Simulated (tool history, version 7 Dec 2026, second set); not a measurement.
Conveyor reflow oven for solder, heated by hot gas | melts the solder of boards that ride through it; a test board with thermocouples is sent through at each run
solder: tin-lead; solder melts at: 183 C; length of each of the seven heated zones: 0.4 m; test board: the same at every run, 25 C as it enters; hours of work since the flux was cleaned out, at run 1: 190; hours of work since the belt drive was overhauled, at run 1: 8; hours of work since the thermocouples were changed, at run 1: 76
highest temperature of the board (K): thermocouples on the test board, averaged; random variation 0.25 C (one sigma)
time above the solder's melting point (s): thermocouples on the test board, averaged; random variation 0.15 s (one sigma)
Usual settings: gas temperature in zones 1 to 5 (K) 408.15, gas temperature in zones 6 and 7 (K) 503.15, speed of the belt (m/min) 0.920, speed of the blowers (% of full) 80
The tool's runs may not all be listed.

run     day  gas temperature in zones 1 to 5 (K)  gas temperature in zones 6 and 7 (K)  speed of the belt (m/min)  speed of the blowers (% of full)  hours of work since the flux was cleaned out  hours of work since the belt drive was overhauled  hours of work since the thermocouples were changed  highest temperature of the board (K)  time above the solder's melting point (s)
  1   0.000                               408.15                                503.15                      0.920                                80                                           190                                                  8                                                  76                                481.25                                       32.1
  2   1.212                               408.15                                503.15                      0.920                                80                                           204                                                 22                                                  90                                481.55                                       32.1
  3   1.925                               416.15                                503.15                      0.920                                80                                           212                                                 30                                                  98                                482.85                                       35.4
  4   2.908                               416.15                                503.15                      0.920                                80                                           223                                                 41                                                 110                                482.75                                       35.2
  5   3.675                               408.15                                503.15                      0.920                                51                                           232                                                 50                                                 118                                474.25                                       25.3
  6   4.733                               408.15                                499.15                      0.920                                51                                           244                                                 62                                                 130                                471.35                                       22.2
  7   5.754                               402.15                                499.15                      0.920                                51                                           256                                                 74                                                 142                                469.55                                       19.0
      6.558  -- flux residue cleaned out of gas plates and filters
  8   6.846                               402.15                                498.15                      0.920                                51                                             3                                                 84                                                 152                                469.15                                       18.8
  9   7.567                               402.15                                511.15                      0.920                                51                                            12                                                 92                                                 160                                479.15                                       28.2
 10   8.508                               402.15                                511.15                      0.920                                51                                            22                                                103                                                 171                                478.95                                       27.9
 11   9.483                               403.15                                514.15                      0.897                                55                                            33                                                114                                                 182                                483.95                                       33.1
 12  10.329                               403.15                                514.15                      0.897                                55                                            43                                                124                                                 192                                484.45                                       32.9
 13  11.446                               403.15                                514.15                      0.897                                55                                            56                                                137                                                 205                                484.35                                       32.8
 14  12.504                               403.15                                514.15                      0.897                                55                                            68                                                149                                                 217                                483.75                                       33.1

5 ways to go on from here, each from the tool as it stands after run 14. What would each give?
  A  13.888                               403.15                                518.15                      0.897                                55                                            84                                                165                                                 233                                     ?                                          ?
  B  13.888                               403.15                                514.15                      0.761                                55                                            84                                                165                                                 233                                     ?                                          ?
  C  13.888                               411.15                                503.15                      0.965                                54                                            84                                                165                                                 233                                     ?                                          ?
  D  13.888                               403.15                                514.15                      0.897                                74                                            84                                                165                                                 233                                     ?                                          ?
  E  13.888                               403.15                                514.15                      0.884                                55                                            84                                                165                                                 233                                     ?                                          ?

run  highest temperature of the board (K)  time above the solder's melting point (s)
  A                                487.05                                       34.9
  B                                491.15                                       44.8
  C                                474.35                                       24.5
  D                                488.85                                       36.8
  E                                484.25                                       34.1
Without the tool's hidden state the same runs would have given:
run  highest temperature of the board (K)  time above the solder's melting point (s)
  A                                488.35                                       35.7
  B                                492.25                                       45.5
  C                                475.45                                       25.5
  D                                490.25                                       37.5
  E                                485.55                                       34.9
